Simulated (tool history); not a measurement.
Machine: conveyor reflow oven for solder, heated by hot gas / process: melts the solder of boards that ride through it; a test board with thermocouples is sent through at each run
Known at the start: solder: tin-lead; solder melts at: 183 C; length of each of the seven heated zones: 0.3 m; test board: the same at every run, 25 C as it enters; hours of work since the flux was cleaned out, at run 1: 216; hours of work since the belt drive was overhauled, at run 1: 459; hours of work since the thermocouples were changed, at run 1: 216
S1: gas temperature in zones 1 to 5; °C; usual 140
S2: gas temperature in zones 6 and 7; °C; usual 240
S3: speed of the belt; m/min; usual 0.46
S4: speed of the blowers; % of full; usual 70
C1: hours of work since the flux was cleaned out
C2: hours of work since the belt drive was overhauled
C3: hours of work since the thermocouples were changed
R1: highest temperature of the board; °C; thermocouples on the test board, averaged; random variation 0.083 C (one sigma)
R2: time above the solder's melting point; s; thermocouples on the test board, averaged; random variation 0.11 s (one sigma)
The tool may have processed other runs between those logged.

Run 1, hour 0: usual settings; C1 216; C2 459; C3 216. Result: R1 220.78 °C, R2 62.2 s.
Run 2, hour 18.6: usual settings; C1 227; C2 470; C3 227. Result: R1 220.74 °C, R2 62.1 s.
Run 3, hour 37.3: usual settings but S2 235 °C; C1 238; C2 481; C3 238. Result: R1 216.5 °C, R2 58.9 s.
At hour 52.3: flux residue cleaned out of gas plates and filters.
Run 4, hour 63: usual settings but S2 235 °C; C1 6; C2 493; C3 251. Result: R1 218.86 °C, R2 61.3 s.
Run 5, hour 75: usual settings; C1 13; C2 500; C3 258. Result: R1 223.26 °C, R2 64.2 s.
Run 6, hour 98.1: usual settings; C1 27; C2 514; C3 271. Result: R1 223.03 °C, R2 64.2 s.
Run 7, hour 115.9: usual settings; C1 38; C2 525; C3 282. Result: R1 223.05 °C, R2 63.9 s.
Run 8, hour 131.9: usual settings; C1 47; C2 534; C3 292. Result: R1 222.87 °C, R2 63.8 s.
Run 9, hour 147.5: usual settings but S4 66 % of full; C1 57; C2 543; C3 301. Result: R1 221.78 °C, R2 62.8 s.
Run 10, hour 157.1: usual settings but S3 0.401 m/min, S4 76 % of full; C1 62; C2 549; C3 307. Result: R1 228.56 °C, R2 78.2 s.
Run 11, hour 171: usual settings but S3 0.401 m/min, S4 76 % of full; C1 71; C2 557; C3 315. Result: R1 228.48 °C, R2 78 s.
Run 12, hour 183.9: usual settings but S1 150 °C, S2 234 °C, S3 0.488 m/min, S4 59 % of full; C1 78; C2 565; C3 322. Result: R1 214.15 °C, R2 56.7 s.
Run 13, hour 204.5: usual settings but S4 67 % of full; C1 90; C2 577; C3 335. Result: R1 221.64 °C, R2 63 s.
Run 14, hour 215.6: usual settings but S3 0.523 m/min, S4 60 % of full; C1 97; C2 584; C3 341. Result: R1 214.09 °C, R2 48.9 s.
Run 15, hour 238.9: usual settings but S3 0.523 m/min, S4 60 % of full; C1 111; C2 598; C3 355. Result: R1 213.67 °C, R2 48.9 s.

Hidden condition of the tool, last listed run before each entry between runs versus first listed run after:
After run 3, before run 4: flux residue cleaned out of gas plates and filters (hour 52.3)
  heat that the gas passes to the board, % of a clean oven's: 91 -> 99.5; belt's true speed, % of the reading: 98.85 -> 98.82; true gas temperature in zones 6 and 7 over the reading, C: 0.4 -> 0.42
  measured minus no-state result, R1: -1.82 -> +0.61 °C; R2: -1.1 -> +1.2 s

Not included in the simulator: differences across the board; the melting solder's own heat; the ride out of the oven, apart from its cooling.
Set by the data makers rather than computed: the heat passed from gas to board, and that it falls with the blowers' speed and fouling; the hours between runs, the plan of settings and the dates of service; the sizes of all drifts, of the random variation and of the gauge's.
